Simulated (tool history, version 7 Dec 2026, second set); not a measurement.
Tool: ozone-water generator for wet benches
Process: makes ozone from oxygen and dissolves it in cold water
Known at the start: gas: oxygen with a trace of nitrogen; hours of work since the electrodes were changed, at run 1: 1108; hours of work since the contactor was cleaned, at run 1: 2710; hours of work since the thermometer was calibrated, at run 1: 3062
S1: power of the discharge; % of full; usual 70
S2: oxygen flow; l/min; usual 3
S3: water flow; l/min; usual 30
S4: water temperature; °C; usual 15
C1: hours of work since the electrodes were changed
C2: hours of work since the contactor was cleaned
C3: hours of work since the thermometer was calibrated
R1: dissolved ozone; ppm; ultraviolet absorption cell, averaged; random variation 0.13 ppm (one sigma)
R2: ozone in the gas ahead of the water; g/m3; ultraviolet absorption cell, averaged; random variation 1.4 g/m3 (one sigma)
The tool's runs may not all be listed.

| run | hour | S1 | S2 | S3 | S4 | C1 | C2 | C3 | R1 | R2 |
|---|---|---|---|---|---|---|---|---|---|---|
| 1 | 0 | 70 | 3 | 30 | 15 | 1108 | 2710 | 3062 | 14.4 | 263.5 |
| 2 | 114.8 | 70 | 3 | 30 | 15 | 1184 | 2786 | 3137 | 14.1 | 261.5 |
| 3 | 262.7 | 70 | 3 | 30 | 15 | 1281 | 2883 | 3235 | 14.1 | 265 |
| 4 | 404 | 70 | 3 | 30 | 15 | 1374 | 2976 | 3328 | 14 | 262.2 |
| 5 | 548.8 | 70 | 3 | 30 | 15 | 1469 | 3071 | 3423 | 14.1 | 264.7 |
| 6 | 690.1 | 70 | 3 | 30 | 15 | 1562 | 3164 | 3516 | 14.4 | 266.8 |
| 7 | 818 | 70 | 3 | 30 | 15 | 1646 | 3248 | 3600 | 13.8 | 263.7 |
| 8 | 933.3 | 70 | 3 | 30 | 15 | 1722 | 3324 | 3676 | 14 | 266.5 |
| 9 | 1096 | 45 | 3 | 32 | 15 | 1829 | 3431 | 3783 | 9.4 | 189.9 |
| 10 | 1196.5 | 45 | 3 | 32 | 15 | 1895 | 3497 | 3849 | 9.6 | 188.5 |
| 11 | 1282.4 | 55 | 4.02 | 30 | 11 | 1952 | 3554 | 3905 | 12.6 | 182.7 |
| 12 | 1368.7 | 66 | 3 | 30 | 9 | 2008 | 3610 | 3962 | 14 | 253.7 |
| 13 | 1486.2 | 99 | 2.5 | 30 | 13 | 2086 | 3687 | 4039 | 18.1 | 389.3 |
| 14 | 1631 | 99 | 2.5 | 30 | 13 | 2181 | 3783 | 4134 | 18.2 | 388.6 |
| 15 | 1753.4 | 79 | 5.24 | 30 | 16 | 2261 | 3863 | 4215 | 16.2 | 204.6 |

Forecast each of these 5 alternatives for the next run:
| A | 1843.2 | 98 | 1.92 | 30 | 10 | 2320 | 3922 | 4274 | ? | ? |
| B | 1843.2 | 67 | 3.24 | 30 | 8 | 2320 | 3922 | 4274 | ? | ? |
| C | 1843.2 | 70 | 2 | 30 | 13 | 2320 | 3922 | 4274 | ? | ? |
| D | 1843.2 | 70 | 1.89 | 30 | 12 | 2320 | 3922 | 4274 | ? | ? |
| E | 1843.2 | 93 | 3 | 19 | 15 | 2320 | 3922 | 4274 | ? | ? |

| run | R1 | R2 |
|---|---|---|
| A | 17.1 | 461.2 |
| B | 14.6 | 246 |
| C | 13.4 | 348.7 |
| D | 13.2 | 361.3 |
| E | 27.1 | 330.9 |
Without the tool's hidden state the same runs would have given:
| run | R1 | R2 |
|---|---|---|
| A | 17.1 | 454.7 |
| B | 14.6 | 242.5 |
| C | 13.4 | 343.8 |
| D | 13.2 | 356.1 |
| E | 27.1 | 326.3 |

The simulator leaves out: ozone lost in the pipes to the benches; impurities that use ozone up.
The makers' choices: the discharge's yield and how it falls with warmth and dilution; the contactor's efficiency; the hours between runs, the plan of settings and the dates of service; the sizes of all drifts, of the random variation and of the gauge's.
